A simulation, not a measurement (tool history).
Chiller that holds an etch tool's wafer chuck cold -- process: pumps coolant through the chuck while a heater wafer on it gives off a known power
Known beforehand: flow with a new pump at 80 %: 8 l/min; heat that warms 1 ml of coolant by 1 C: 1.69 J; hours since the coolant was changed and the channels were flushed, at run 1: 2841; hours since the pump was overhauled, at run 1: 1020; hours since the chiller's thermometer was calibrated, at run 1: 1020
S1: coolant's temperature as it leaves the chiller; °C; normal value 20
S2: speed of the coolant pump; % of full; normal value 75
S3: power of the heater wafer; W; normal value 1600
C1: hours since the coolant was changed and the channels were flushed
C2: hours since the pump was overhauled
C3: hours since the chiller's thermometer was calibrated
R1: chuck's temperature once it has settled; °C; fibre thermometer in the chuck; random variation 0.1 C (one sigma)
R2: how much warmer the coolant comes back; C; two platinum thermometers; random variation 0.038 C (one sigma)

Run 1, hour 0.0: usual settings; C1 2841; C2 1020; C3 1020. Result: R1 37.2 °C, R2 7.64 C.
Run 2, hour 71.0: usual settings; C1 2912; C2 1091; C3 1091. Result: R1 37.0 °C, R2 7.66 C.
Run 3, hour 142.9: usual settings but S2 63 % of full; C1 2984; C2 1163; C3 1163. Result: R1 39.4 °C, R2 9.16 C.
Run 4, hour 312.4: usual settings but S2 63 % of full; C1 3154; C2 1333; C3 1333. Result: R1 39.5 °C, R2 9.15 C.
Run 5, hour 427.0: usual settings but S2 63 % of full; C1 3268; C2 1447; C3 1447. Result: R1 39.6 °C, R2 9.18 C.
Run 6, hour 502.8: usual settings but S2 63 % of full; C1 3344; C2 1523; C3 1523. Result: R1 39.4 °C, R2 9.15 C.
Run 7, hour 673.0: usual settings but S2 63 % of full; C1 3514; C2 1693; C3 1693. Result: R1 39.4 °C, R2 9.08 C.
Run 8, hour 752.7: usual settings; C1 3594; C2 1773; C3 1773. Result: R1 37.1 °C, R2 7.50 C.
Run 9, hour 877.1: usual settings but S2 83 % of full; C1 3718; C2 1897; C3 1897. Result: R1 35.9 °C, R2 6.73 C.
Run 10, hour 960.1: usual settings; C1 3801; C2 1980; C3 1980. Result: R1 37.2 °C, R2 7.50 C.
Run 11, hour 1083.5: usual settings; C1 3925; C2 2104; C3 2104. Result: R1 37.0 °C, R2 7.42 C.
Run 12, hour 1163.7: usual settings; C1 4005; C2 2184; C3 2184. Result: R1 37.3 °C, R2 7.40 C.
Run 13, hour 1241.5: usual settings but S3 2194 W; C1 4083; C2 2262; C3 2262. Result: R1 43.2 °C, R2 10.18 C.
Run 14, hour 1376.6: usual settings; C1 4218; C2 2397; C3 2397. Result: R1 37.0 °C, R2 7.33 C.
Run 15, hour 1522.0: usual settings but S3 1427 W; C1 4363; C2 2542; C3 2542. Result: R1 35.3 °C, R2 6.40 C.
At hour 1612.4: chiller's thermometer calibrated.
Run 16, hour 1661.1: usual settings but S3 1483 W; C1 4501; C2 2680; C3 49. Result: R1 35.8 °C, R2 6.72 C.
Run 17, hour 1781.8: usual settings but S2 87 % of full, S3 1482 W; C1 4622; C2 2801; C3 169. Result: R1 34.4 °C, R2 5.59 C.
Run 18, hour 1873.6: usual settings but S2 87 % of full, S3 1482 W; C1 4714; C2 2893; C3 261. Result: R1 34.3 °C, R2 5.62 C.
Run 19, hour 2028.6: usual settings but S2 87 % of full, S3 1482 W; C1 4869; C2 3048; C3 416. Result: R1 34.3 °C, R2 5.55 C.
At hour 2070.5: gauge calibrated.
Run 20, hour 2164.0: usual settings but S2 92 % of full, S3 1873 W; C1 5004; C2 3183; C3 552. Result: R1 37.3 °C, R2 7.17 C.
Run 21, hour 2307.0: usual settings but S1 30 °C, S2 85 % of full; C1 5147; C2 3326; C3 695. Result: R1 45.7 °C, R2 6.51 C.
Run 22, hour 2399.4: usual settings but S2 65 % of full, S3 971 W; C1 5240; C2 3419; C3 787. Result: R1 31.5 °C, R2 5.32 C.
Run 23, hour 2511.9: usual settings but S2 65 % of full, S3 971 W; C1 5352; C2 3531; C3 899. Result: R1 31.7 °C, R2 5.45 C.
Run 24, hour 2656.0: usual settings but S2 65 % of full, S3 971 W; C1 5496; C2 3675; C3 1044. Result: R1 31.8 °C, R2 5.25 C.
Run 25, hour 2812.0: usual settings but S1 27 °C, S2 66 % of full; C1 5652; C2 3831; C3 1200. Result: R1 45.7 °C, R2 8.67 C.
Run 26, hour 2939.4: usual settings but S1 27 °C, S2 66 % of full; C1 5780; C2 3959; C3 1327. Result: R1 45.6 °C, R2 8.57 C.
Run 27, hour 3088.7: usual settings but S1 16 °C, S2 79 % of full, S3 2294 W; C1 5929; C2 4108; C3 1476. Result: R1 39.8 °C, R2 10.11 C.
Run 28, hour 3222.3: usual settings but S1 22 °C, S2 80 % of full, S3 1174 W; C1 6063; C2 4242; C3 1610. Result: R1 33.8 °C, R2 4.91 C.

A few steps of R2 between consecutive runs. Split each: what settings, incoming material and random variation would produce without the hidden state, and what is left over for the hidden state, along with gauge scatter present in only one of the two compared results (measured, and without hidden state):
The tool's hidden condition here consists of: heat passed by the chuck's channels, % of clean ones'; flow at a given pump speed, % of a new pump's; coolant's true temperature over the reading, C; drift of the gauge itself on chuck_c, C; drift of the gauge itself on warmer_back_c, C.
Run 3 -> 4: settings left as they were, no log entry in between. R2 -0.01 C: hidden state -0.04, all else +0.03.
Run 19 -> 20: S2 87 -> 92, S3 1482 -> 1873, gauge calibrated. R2 +1.62 C: hidden state +0.42, all else +1.20.
Run 24 -> 25: S1 20 -> 27, S2 65 -> 66, S3 971 -> 1600. R2 +3.42 C: hidden state -0.04, all else +3.46.
Run 27 -> 28: S1 16 -> 22, S2 79 -> 80, S3 2294 -> 1174. R2 -5.20 C: hidden state -0.03, all else -5.17.

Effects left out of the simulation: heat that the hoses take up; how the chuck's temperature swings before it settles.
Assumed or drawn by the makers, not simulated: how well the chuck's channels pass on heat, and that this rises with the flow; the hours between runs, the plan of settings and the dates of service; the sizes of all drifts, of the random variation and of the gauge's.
